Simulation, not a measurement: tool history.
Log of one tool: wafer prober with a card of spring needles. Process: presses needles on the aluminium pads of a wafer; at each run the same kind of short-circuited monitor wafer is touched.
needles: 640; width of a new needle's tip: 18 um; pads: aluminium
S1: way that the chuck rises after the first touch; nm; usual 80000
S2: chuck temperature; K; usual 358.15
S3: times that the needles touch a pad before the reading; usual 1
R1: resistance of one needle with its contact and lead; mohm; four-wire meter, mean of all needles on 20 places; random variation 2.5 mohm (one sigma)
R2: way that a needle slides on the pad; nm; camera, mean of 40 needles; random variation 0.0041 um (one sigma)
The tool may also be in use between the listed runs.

run   hour      S1      S2  S3   R1     R2
  1    0.0   80000  358.15   1  400  11342
  2   11.6   80000  358.15   1  345  11333
  3   22.0   80000  358.15   1  396  11325
  4   27.8   80000  358.15   1  402  11326
  5   39.0   80000  358.15   1  335  11328
  6   49.4   95000  358.15   1  369  13457
  7   60.4   80000  358.15   1  405  11323
  8   69.7   80000  358.15   1  357  11315
  9   81.0   80000  358.15   1  407  11325
 10   89.0   80000  358.15   1  408  11313
 11  101.5   80000  358.15   1  379  11303
 12  110.5   80000  358.15   1  401  11307
 13  121.6   80000  358.15   1  302  11304
 14  129.0   63000  299.15   2  362   8883
 15  135.8   63000  299.15   2  389   8891
 16  147.2   63000  299.15   2  391   8886
 17  156.4   63000  299.15   2  363   8884
 18  162.6  100000  323.15   1  351  14124
 19  174.3  100000  323.15   1  362  14119
 20  180.4  100000  323.15   1  296  14115
 21  190.8   80000  381.15   2  349  11344
 22  198.0   69000  364.15   1  440   9783
 23  210.1   69000  364.15   1  343   9772
 24  219.7   69000  318.15   1  421   9779
 25  228.3   72000  358.15   2  375  10195
 26  241.3   91000  308.15   2  306  12891

Taken out of this log: 10 entries between the listed runs. Where each belongs, and how the hidden state differs across it:
Between runs 1 and 2: tips cleaned on abrasive film (hour 8.0)
  debris on the tips, nm: 169.8 -> 79.9; way that the needles fall short of the set height, um: 0.04 -> 0.08; tips' diameter, um: 18.24 -> 18.26
  measured less the result without the state, R1: +118 -> +57 mohm; R2: -6 -> -12 nm
Between runs 4 and 5: tips cleaned on abrasive film (hour 36.1)
  debris on the tips, nm: 165.7 -> 69.6; way that the needles fall short of the set height, um: 0.08 -> 0.14; tips' diameter, um: 18.26 -> 18.28
  measured less the result without the state, R1: +117 -> +49 mohm; R2: -11 -> -19 nm
Between runs 7 and 8: tips cleaned on abrasive film (hour 64.6)
  debris on the tips, nm: 169.8 -> 97.1; way that the needles fall short of the set height, um: 0.14 -> 0.2; tips' diameter, um: 18.28 -> 18.3
  measured less the result without the state, R1: +119 -> +70 mohm; R2: -19 -> -28 nm
Between runs 10 and 11: tips cleaned on abrasive film (hour 93.4)
  debris on the tips, nm: 170.5 -> 128.7; way that the needles fall short of the set height, um: 0.2 -> 0.25; tips' diameter, um: 18.3 -> 18.32
  measured less the result without the state, R1: +122 -> +92 mohm; R2: -28 -> -37 nm
Between runs 12 and 13: tips cleaned on abrasive film (hour 121.6)
  debris on the tips, nm: 160.9 -> 19.5; way that the needles fall short of the set height, um: 0.25 -> 0.3; tips' diameter, um: 18.32 -> 18.33
  measured less the result without the state, R1: +116 -> +14 mohm; R2: -36 -> -42 nm
Between runs 16 and 17: tips cleaned on abrasive film (hour 150.0)
  debris on the tips, nm: 171.5 -> 117.5; way that the needles fall short of the set height, um: 0.3 -> 0.34; tips' diameter, um: 18.33 -> 18.35
  measured less the result without the state, R1: +122 -> +85 mohm; R2: -42 -> -48 nm
Between runs 19 and 20: tips cleaned on abrasive film (hour 179.3)
  debris on the tips, nm: 170.7 -> 37.7; way that the needles fall short of the set height, um: 0.34 -> 0.4; tips' diameter, um: 18.35 -> 18.37
  measured less the result without the state, R1: +89 -> +20 mohm; R2: -48 -> -56 nm
Between runs 20 and 21: height of the first contact set anew (hour 183.2)
  debris on the tips, nm: 37.7 -> 143.3; way that the needles fall short of the set height, um: 0.4 -> 0
  measured less the result without the state, R1: +20 -> +59 mohm; R2: -56 -> +0 nm
Between runs 22 and 23: tips cleaned on abrasive film (hour 208.0)
  debris on the tips, nm: 163.4 -> 56.2; way that the needles fall short of the set height, um: 0 -> 0.05; tips' diameter, um: 18.37 -> 18.39
  measured less the result without the state, R1: +149 -> +52 mohm; R2: +0 -> -8 nm
Between runs 25 and 26: tips cleaned on abrasive film (hour 236.6)
  debris on the tips, nm: 167.2 -> 97.8; way that the needles fall short of the set height, um: 0.05 -> 0.1; tips' diameter, um: 18.39 -> 18.4
  measured less the result without the state, R1: +86 -> +36 mohm; R2: -8 -> -15 nm
